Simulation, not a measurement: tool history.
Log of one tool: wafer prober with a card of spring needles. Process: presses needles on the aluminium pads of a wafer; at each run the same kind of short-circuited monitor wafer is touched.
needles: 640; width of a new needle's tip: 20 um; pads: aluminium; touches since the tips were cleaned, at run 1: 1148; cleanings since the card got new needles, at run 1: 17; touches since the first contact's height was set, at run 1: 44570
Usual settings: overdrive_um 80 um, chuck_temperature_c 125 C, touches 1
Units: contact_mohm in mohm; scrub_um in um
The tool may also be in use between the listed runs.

| run | hour | overdrive_um | chuck_temperature_c | touches | touches since the tips were cleaned | cleanings since the card got new needles | touches since the first contact's height was set | contact_mohm | scrub_um |
|---|---|---|---|---|---|---|---|---|---|
| 1 | 0 | 80 | 125 | 1 | 1148 | 17 | 44570 | 277 | 21 |
|  | 21.8 | tips cleaned on abrasive film |
|  | 50.7 | tips cleaned on abrasive film |
| 2 | 60 | 80 | 125 | 1 | 3221 | 19 | 65390 | 280 | 21.01 |
|  | 78.3 | tips cleaned on abrasive film |
|  | 107.4 | tips cleaned on abrasive film |
| 3 | 122.7 | 80 | 34 | 1 | 5329 | 21 | 87168 | 253 | 21 |
|  | 135.2 | tips cleaned on abrasive film |
|  | 161.8 | tips cleaned on abrasive film |
| 4 | 162.5 | 80 | 125 | 2 | 250 | 23 | 100977 | 277 | 20.99 |
|  | 189.2 | tips cleaned on abrasive film |
|  | 215.3 | tips cleaned on abrasive film |
| 5 | 215.3 | 80 | 125 | 2 | 0 | 25 | 119314 | 282 | 21 |
|  | 233.5 | height of the first contact set anew |
|  | 246.1 | tips cleaned on abrasive film |
|  | 271.3 | tips cleaned on abrasive film |
| 6 | 271.3 | 80 | 125 | 2 | 0 | 27 | 13097 | 272 | 20.97 |
|  | 301.3 | tips cleaned on abrasive film |
| 7 | 316 | 80 | 125 | 2 | 5114 | 28 | 28625 | 274 | 20.99 |
|  | 326.6 | tips cleaned on abrasive film |
|  | 357.4 | tips cleaned on abrasive film |
| 8 | 381.7 | 80 | 125 | 2 | 8448 | 30 | 51424 | 275 | 21.01 |
|  | 385.6 | tips cleaned on abrasive film |
|  | 415.2 | tips cleaned on abrasive film |
|  | 442.6 | tips cleaned on abrasive film |
| 9 | 465.7 | 80 | 125 | 1 | 8054 | 33 | 80619 | 284 | 21.02 |
|  | 471.6 | tips cleaned on abrasive film |
|  | 498.2 | tips cleaned on abrasive film |
|  | 527.3 | tips cleaned on abrasive film |
| 10 | 542.3 | 80 | 125 | 1 | 5200 | 36 | 107167 | 276 | 20.99 |
|  | 556.2 | tips cleaned on abrasive film |
|  | 585.4 | tips cleaned on abrasive film |
| 11 | 589.9 | 80 | 125 | 2 | 1570 | 38 | 123707 | 277 | 21 |
|  | 595.1 | height of the first contact set anew |
|  | 611.8 | tips cleaned on abrasive film |
|  | 642.6 | tips cleaned on abrasive film |
| 12 | 665.6 | 80 | 125 | 2 | 8016 | 40 | 24490 | 278 | 20.99 |
|  | 669.4 | tips cleaned on abrasive film |
|  | 696.6 | tips cleaned on abrasive film |
|  | 725 | tips cleaned on abrasive film |
| 13 | 745.3 | 80 | 125 | 2 | 7069 | 43 | 52158 | 277 | 21.01 |
|  | 751.7 | tips cleaned on abrasive film |
|  | 780.9 | tips cleaned on abrasive film |
|  | 806.3 | tips cleaned on abrasive film |
| 14 | 813.7 | 80 | 108 | 1 | 2561 | 46 | 75868 | 273 | 21.03 |
|  | 836.3 | tips cleaned on abrasive film |
|  | 863 | tips cleaned on abrasive film |
| 15 | 874.7 | 69 | 125 | 1 | 4062 | 48 | 97058 | 285 | 18.11 |
|  | 889.8 | tips cleaned on abrasive film |
|  | 918.1 | tips cleaned on abrasive film |
|  | 944.7 | tips cleaned on abrasive film |
| 16 | 950.8 | 80 | 125 | 1 | 2146 | 51 | 123467 | 271 | 21.01 |
|  | 961.2 | height of the first contact set anew |
|  | 973.1 | tips cleaned on abrasive film |
| 17 | 990.2 | 76 | 76 | 1 | 5961 | 52 | 10056 | 267 | 19.93 |
|  | 1000.9 | tips cleaned on abrasive film |
|  | 1027.3 | tips cleaned on abrasive film |
|  | 1055.9 | tips cleaned on abrasive film |
| 18 | 1075.9 | 76 | 76 | 1 | 6958 | 55 | 39804 | 262 | 19.96 |
|  | 1081.3 | tips cleaned on abrasive film |
|  | 1110.2 | tips cleaned on abrasive film |
|  | 1136.9 | tips cleaned on abrasive film |
| 19 | 1136.9 | 91 | 81 | 2 | 0 | 58 | 60952 | 257 | 23.88 |
|  | 1164.9 | tips cleaned on abrasive film |
| 20 | 1181.2 | 75 | 29 | 2 | 5692 | 59 | 76376 | 250 | 19.67 |
|  | 1193.8 | tips cleaned on abrasive film |
|  | 1224.3 | tips cleaned on abrasive film |
|  | 1250.7 | tips cleaned on abrasive film |
| 21 | 1250.7 | 75 | 88 | 2 | 0 | 62 | 100460 | 268 | 19.71 |
|  | 1278.5 | tips cleaned on abrasive film |
| 22 | 1301.5 | 75 | 88 | 1 | 8001 | 63 | 118129 | 267 | 19.69 |
|  | 1307.1 | tips cleaned on abrasive film |
|  | 1323.4 | height of the first contact set anew |
|  | 1336 | tips cleaned on abrasive film |
| 23 | 1358.4 | 79 | 125 | 1 | 7830 | 65 | 12173 | 280 | 20.73 |
|  | 1364.8 | tips cleaned on abrasive film |
|  | 1391.5 | tips cleaned on abrasive film |
|  | 1421.1 | tips cleaned on abrasive film |
| 24 | 1443.2 | 81 | 27 | 1 | 7725 | 68 | 41610 | 250 | 21.24 |
|  | 1448.2 | tips cleaned on abrasive film |
|  | 1473.3 | tips cleaned on abrasive film |
|  | 1498.6 | tips cleaned on abrasive film |
| 25 | 1512.8 | 84 | 57 | 3 | 4957 | 71 | 65737 | 254 | 22.05 |
|  | 1524 | tips cleaned on abrasive film |
|  | 1553.9 | tips cleaned on abrasive film |
| 26 | 1558.8 | 79 | 71 | 1 | 1728 | 73 | 81707 | 264 | 20.74 |
|  | 1581.7 | tips cleaned on abrasive film |
|  | 1610.6 | tips cleaned on abrasive film |
| 27 | 1628.6 | 79 | 71 | 1 | 6273 | 75 | 105949 | 259 | 20.73 |
|  | 1637.7 | tips cleaned on abrasive film |
|  | 1665.6 | tips cleaned on abrasive film |
| 28 | 1677.9 | 84 | 125 | 1 | 4279 | 77 | 123049 | 277 | 22.05 |
|  | 1690.7 | height of the first contact set anew |
|  | 1696.4 | tips cleaned on abrasive film |
|  | 1726.6 | tips cleaned on abrasive film |
|  | 1755.3 | tips cleaned on abrasive film |
| 29 | 1759.4 | 64 | 71 | 1 | 1416 | 80 | 23840 | 264 | 16.82 |
|  | 1781.6 | tips cleaned on abrasive film |
|  | 1811.6 | tips cleaned on abrasive film |
| 30 | 1813.8 | 81 | 125 | 1 | 766 | 82 | 42721 | 276 | 21.27 |

Forecast each of these 3 alternatives for the next run:
|  | 1840.3 | tips cleaned on abrasive film |
|  | 1867.8 | tips cleaned on abrasive film |
|  | 1896.9 | tips cleaned on abrasive film |
| A | 1901.1 | 81 | 41 | 1 | 1463 | 85 | 73040 | ? | ? |
|  | 1840.3 | tips cleaned on abrasive film |
|  | 1867.8 | tips cleaned on abrasive film |
|  | 1896.9 | tips cleaned on abrasive film |
| B | 1901.1 | 100 | 86 | 1 | 1463 | 85 | 73040 | ? | ? |
|  | 1840.3 | tips cleaned on abrasive film |
|  | 1867.8 | tips cleaned on abrasive film |
|  | 1896.9 | tips cleaned on abrasive film |
| C | 1901.1 | 81 | 28 | 1 | 1463 | 85 | 73040 | ? | ? |

| run | contact_mohm | scrub_um |
|---|---|---|
| A | 257 | 21.24 |
| B | 262 | 26.27 |
| C | 247 | 21.28 |
Without the tool's hidden state the same runs would have given:
| run | contact_mohm | scrub_um |
|---|---|---|
| A | 257 | 21.24 |
| B | 262 | 26.27 |
| C | 247 | 21.28 |
